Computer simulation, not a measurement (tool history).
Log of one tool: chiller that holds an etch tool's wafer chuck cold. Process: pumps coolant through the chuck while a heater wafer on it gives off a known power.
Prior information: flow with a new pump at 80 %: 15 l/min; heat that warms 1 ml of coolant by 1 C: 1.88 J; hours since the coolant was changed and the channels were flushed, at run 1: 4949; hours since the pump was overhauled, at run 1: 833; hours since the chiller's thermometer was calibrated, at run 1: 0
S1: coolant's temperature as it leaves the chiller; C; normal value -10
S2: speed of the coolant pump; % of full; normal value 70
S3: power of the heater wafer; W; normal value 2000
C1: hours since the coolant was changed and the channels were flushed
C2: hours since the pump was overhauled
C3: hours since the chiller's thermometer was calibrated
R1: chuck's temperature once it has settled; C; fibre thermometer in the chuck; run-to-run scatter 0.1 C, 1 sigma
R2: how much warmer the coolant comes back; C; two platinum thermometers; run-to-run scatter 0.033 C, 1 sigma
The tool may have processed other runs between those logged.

Run 1, hour 0.0: usual settings; C1 4949; C2 833; C3 0. Result: R1 16.8 C, R2 4.95 C.
Run 2, hour 40.1: usual settings but S1 -3 C; C1 4990; C2 873; C3 40. Result: R1 23.8 C, R2 5.01 C.
Run 3, hour 99.9: usual settings but S1 -3 C; C1 5049; C2 933; C3 100. Result: R1 23.9 C, R2 5.01 C.
Run 4, hour 147.3: usual settings but S1 -3 C, S3 1983 W; C1 5097; C2 980; C3 147. Result: R1 23.6 C, R2 4.96 C.
Run 5, hour 233.7: usual settings but S1 -3 C, S3 1983 W; C1 5183; C2 1067; C3 234. Result: R1 23.9 C, R2 4.97 C.
Run 6, hour 287.3: usual settings but S1 -3 C, S3 1983 W; C1 5237; C2 1121; C3 287. Result: R1 23.8 C, R2 4.96 C.
Run 7, hour 352.8: usual settings but S1 -3 C, S3 1983 W; C1 5302; C2 1186; C3 353. Result: R1 23.8 C, R2 4.96 C.
Run 8, hour 425.6: usual settings but S3 1574 W; C1 5375; C2 1259; C3 426. Result: R1 11.3 C, R2 3.88 C.
Run 9, hour 471.7: usual settings but S3 1574 W; C1 5421; C2 1305; C3 472. Result: R1 11.4 C, R2 3.93 C.
Run 10, hour 516.4: usual settings but S3 1726 W; C1 5466; C2 1350; C3 516. Result: R1 13.6 C, R2 4.35 C.
Run 11, hour 574.1: usual settings but S3 1726 W; C1 5524; C2 1407; C3 574. Result: R1 13.5 C, R2 4.25 C.
Run 12, hour 645.0: usual settings but S1 -19 C; C1 5594; C2 1478; C3 645. Result: R1 8.3 C, R2 5.03 C.
Run 13, hour 713.4: usual settings but S1 -19 C; C1 5663; C2 1547; C3 713. Result: R1 8.4 C, R2 5.04 C.
At hour 723.2: coolant pump overhauled.
Run 14, hour 808.7: usual settings but S1 -19 C; C1 5753; C2 86; C3 804. Result: R1 8.8 C, R2 5.07 C.
Run 15, hour 892.8: usual settings but S1 -19 C; C1 5837; C2 170; C3 888. Result: R1 8.8 C, R2 5.08 C.
Run 16, hour 971.2: usual settings; C1 5916; C2 248; C3 966. Result: R1 18.0 C, R2 5.06 C.
Run 17, hour 1053.8: usual settings but S2 61 % of full; C1 5998; C2 331; C3 1049. Result: R1 20.0 C, R2 5.90 C.
Run 18, hour 1110.7: usual settings but S1 -17 C, S2 64 % of full; C1 6055; C2 387; C3 1106. Result: R1 12.3 C, R2 5.60 C.
At hour 1188.0: coolant pump overhauled, once more.
Run 19, hour 1193.3: usual settings but S1 -17 C, S2 64 % of full; C1 6133; C2 5; C3 1183. Result: R1 12.2 C, R2 5.54 C.
Run 20, hour 1236.9: usual settings but S1 -17 C, S2 64 % of full; C1 6176; C2 49; C3 1227. Result: R1 12.2 C, R2 5.46 C.
Run 21, hour 1303.9: usual settings but S1 -19 C, S3 2108 W; C1 6243; C2 116; C3 1294. Result: R1 10.8 C, R2 5.23 C.
Run 22, hour 1399.1: usual settings but S2 68 % of full, S3 2281 W; C1 6339; C2 211; C3 1389. Result: R1 22.7 C, R2 5.87 C.
Run 23, hour 1476.1: usual settings but S2 68 % of full, S3 2281 W; C1 6416; C2 288; C3 1466. Result: R1 22.7 C, R2 5.86 C.
Run 24, hour 1567.3: usual settings but S2 68 % of full, S3 2281 W; C1 6507; C2 379; C3 1557. Result: R1 22.8 C, R2 5.92 C.
Run 25, hour 1613.2: usual settings but S2 68 % of full, S3 2281 W; C1 6553; C2 425; C3 1603. Result: R1 22.9 C, R2 5.90 C.
Run 26, hour 1687.0: usual settings but S1 -2 C, S2 68 % of full, S3 2281 W; C1 6626; C2 499; C3 1677. Result: R1 31.1 C, R2 5.95 C.
Run 27, hour 1732.4: usual settings but S1 -2 C, S2 68 % of full, S3 2281 W; C1 6672; C2 544; C3 1722. Result: R1 31.1 C, R2 5.92 C.
Run 28, hour 1774.6: usual settings but S2 90 % of full, S3 2119 W; C1 6714; C2 587; C3 1765. Result: R1 16.6 C, R2 4.03 C.
Run 29, hour 1842.1: usual settings but S1 -5 C, S2 85 % of full, S3 1222 W; C1 6782; C2 654; C3 1832. Result: R1 10.7 C, R2 2.46 C.
Run 30, hour 1907.2: usual settings but S1 -5 C, S2 85 % of full, S3 1222 W; C1 6847; C2 719; C3 1897. Result: R1 10.9 C, R2 2.53 C.
At hour 1927.7: coolant changed, channels flushed.
Run 31, hour 1975.7: usual settings but S1 -5 C, S2 85 % of full, S3 1222 W; C1 48; C2 782; C3 1960. Result: R1 7.2 C, R2 2.46 C.

Across each entry between runs, compare the hidden state at the last listed run before it with the hidden state at the first listed run after it:
Between runs 13 and 14: coolant pump overhauled (hour 723.2)
  heat passed by the chuck's channels, % of clean ones': 79 -> 78.7; flow at a given pump speed, % of a new pump's: 98.3 -> 97.2; coolant's true temperature over the reading, C: -0.08 -> -0.1
  the result without the hidden state subtracted from the measured one, R1: +5.3 -> +5.6 C; R2: +0.08 -> +0.14 C
Between runs 18 and 19: coolant pump overhauled, once more (hour 1188.0)
  heat passed by the chuck's channels, % of clean ones': 77.6 -> 77.3; flow at a given pump speed, % of a new pump's: 96.9 -> 98.9; coolant's true temperature over the reading, C: -0.13 -> -0.14
  the result without the hidden state subtracted from the measured one, R1: +6.1 -> +6.0 C; R2: +0.18 -> +0.06 C
Between runs 30 and 31: coolant changed, channels flushed (hour 1927.7)
  heat passed by the chuck's channels, % of clean ones': 74.7 -> 99.7; flow at a given pump speed, % of a new pump's: 98.1 -> 98; coolant's true temperature over the reading, C: -0.24 -> -0.25
  the result without the hidden state subtracted from the measured one, R1: +3.6 -> +0.0 C; R2: +0.05 -> +0.05 C

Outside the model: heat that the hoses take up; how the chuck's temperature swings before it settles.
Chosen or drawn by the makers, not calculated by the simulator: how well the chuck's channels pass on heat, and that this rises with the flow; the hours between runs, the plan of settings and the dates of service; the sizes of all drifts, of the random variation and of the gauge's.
